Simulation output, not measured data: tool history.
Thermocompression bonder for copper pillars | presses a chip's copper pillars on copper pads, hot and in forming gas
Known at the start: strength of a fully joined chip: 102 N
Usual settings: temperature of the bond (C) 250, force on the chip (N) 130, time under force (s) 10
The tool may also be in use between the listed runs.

| run | hour | temperature of the bond (C) | force on the chip (N) | time under force (s) | force that shears a chip off (N) |
|---|---|---|---|---|---|
| 1 | 0.0 | 250 | 130 | 10 | 73.1 |
| 2 | 9.2 | 250 | 130 | 10 | 73.4 |
| 3 | 22.9 | 250 | 130 | 10 | 72.7 |
| 4 | 31.1 | 250 | 130 | 10 | 73.3 |
| 5 | 48.2 | 250 | 130 | 10 | 73.2 |
| 6 | 64.6 | 250 | 130 | 10 | 73.2 |
| 7 | 80.0 | 252 | 160 | 21 | 91.6 |
| 8 | 90.8 | 250 | 103 | 5 | 51.2 |
| 9 | 99.4 | 250 | 103 | 5 | 51.7 |
| 10 | 106.8 | 250 | 103 | 5 | 52.1 |
| 11 | 115.7 | 271 | 101 | 5 | 63.6 |
| 12 | 128.6 | 250 | 180 | 10 | 84.8 |

Forecast each of these 4 alternatives for the next run:
| A | 146.2 | 228 | 96 | 22 | ? |
| B | 146.2 | 233 | 149 | 23 | ? |
| C | 146.2 | 271 | 95 | 10 | ? |
| D | 146.2 | 250 | 85 | 5 | ? |

| run | force that shears a chip off (N) |
|---|---|
| A | 62.4 |
| B | 81.8 |
| C | 72.7 |
| D | 44.9 |
Without the tool's hidden state the same runs would have given:
| run | force that shears a chip off (N) |
|---|---|
| A | 62.5 |
| B | 81.9 |
| C | 72.9 |
| D | 45.0 |
